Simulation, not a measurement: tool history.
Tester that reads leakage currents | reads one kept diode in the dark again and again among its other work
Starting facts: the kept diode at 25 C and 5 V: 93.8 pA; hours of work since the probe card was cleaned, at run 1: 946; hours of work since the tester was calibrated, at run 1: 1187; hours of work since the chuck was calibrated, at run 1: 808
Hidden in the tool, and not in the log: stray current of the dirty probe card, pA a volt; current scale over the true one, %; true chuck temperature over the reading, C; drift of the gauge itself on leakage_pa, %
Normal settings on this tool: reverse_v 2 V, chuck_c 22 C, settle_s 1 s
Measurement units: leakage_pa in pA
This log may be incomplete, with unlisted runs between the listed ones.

run	hour	reverse_v	chuck_c	settle_s	hours of work since the probe card was cleaned	hours of work since the tester was calibrated	hours of work since the chuck was calibrated	leakage_pa
1	0	2	22	1	946	1187	808	42.1
2	41.2	4.15	22	1	974	1216	836	65.43
3	132.5	2	22	4.85	1037	1278	898	41.91
4	219.1	2	22	5.66	1096	1337	958	41.31
5	258.1	2	22	5.66	1123	1364	984	41.44
6	334.8	2	22	5.66	1175	1416	1037	41.51
7	414	2	22	5.66	1229	1471	1091	41.17
8	502.2	2	22	5.66	1290	1531	1151	41.32
9	555.5	2	22	5.66	1326	1568	1188	41
10	600.8	2	22	5.66	1357	1599	1219	40.64
11	652.4	2	28	1	1392	1634	1254	63.38
12	732.6	2	28	1	1447	1689	1309	63.34
13	794.9	2	28	1.11	1490	1731	1351	63.36
14	848.2	2	28	1.11	1526	1768	1388	62.83
15	932.7	2	28	1.11	1584	1826	1446	62.36
16	1008.2	2	22	3.12	1636	1877	1497	40.24
17	1098.4	2	30	3.12	1698	1939	1559	71.68
18	1144.5	2	30	3.12	1729	1971	1591	71.01
# hour 1202.1: chuck's temperature calibrated
19	1213.4	1.07	22	1	1775	2016	8	32.23
20	1281.4	1.07	22	1	1821	2063	54	32.21
21	1323.5	1.07	37	4.48	1850	2092	83	93.2
22	1402.3	1.07	37	4.48	1904	2146	137	92.26
23	1448	2.77	30	1.68	1935	2177	168	101.14
24	1513.8	8.24	23	1.68	1981	2222	213	122.64
25	1588.8	8.24	23	1.68	2032	2273	265	122.43
26	1657.5	18.17	22	1.63	2079	2320	312	191.12
27	1728.7	15.25	27	0.63	2128	2369	360	237.89
28	1808.3	15.25	27	0.63	2182	2423	415	237.45
29	1877.2	3.19	47	1	2229	2471	462	336.36
30	1946.5	3.19	47	1	2277	2518	509	336.99
31	1993.9	6.1	22	1	2309	2550	542	93.81
32	2038.4	9.36	29	1	2339	2581	572	195.31
33	2130.3	9.36	29	3.37	2402	2644	635	194.17
# hour 2138.3: probe card cleaned and baked
34	2172.2	15.64	22	2	23	2670	662	139.04
35	2258.7	2	22	0.94	82	2730	721	41.38
36	2349.4	4.53	58	6.47	144	2792	783	793.62
37	2399.8	6.05	25	7.51	179	2826	818	98.01
38	2469.4	6.05	25	7.51	227	2874	865	98.57
39	2545.1	6.05	25	7.51	278	2926	917	98.33
40	2627.5	6.05	25	7.51	335	2982	973	98.21

Selected run-to-run steps in leakage_pa, each split into two signed amounts: the part the tool would show with no hidden state at all (from settings, incoming material and random variation), and the remainder, which goes to the hidden state together with any gauge scatter not common to the measured and the hidden-state-free results:
Run 28 -> 29: reverse_v 15.25 -> 3.19, chuck_c 27 -> 47, settle_s 0.63 -> 1. leakage_pa +98.91 pA: hidden state -27.94, all else +126.85.
Run 30 -> 31: reverse_v 3.19 -> 6.1, chuck_c 47 -> 22. leakage_pa -243.18 pA: hidden state +14.25, all else -257.43.
Run 35 -> 36: reverse_v 2 -> 4.53, chuck_c 22 -> 58, settle_s 0.94 -> 6.47. leakage_pa +752.24 pA: hidden state -41.39, all else +793.63.
Run 36 -> 37: reverse_v 4.53 -> 6.05, chuck_c 58 -> 25, settle_s 6.47 -> 7.51. leakage_pa -695.61 pA: hidden state +37.57, all else -733.18.
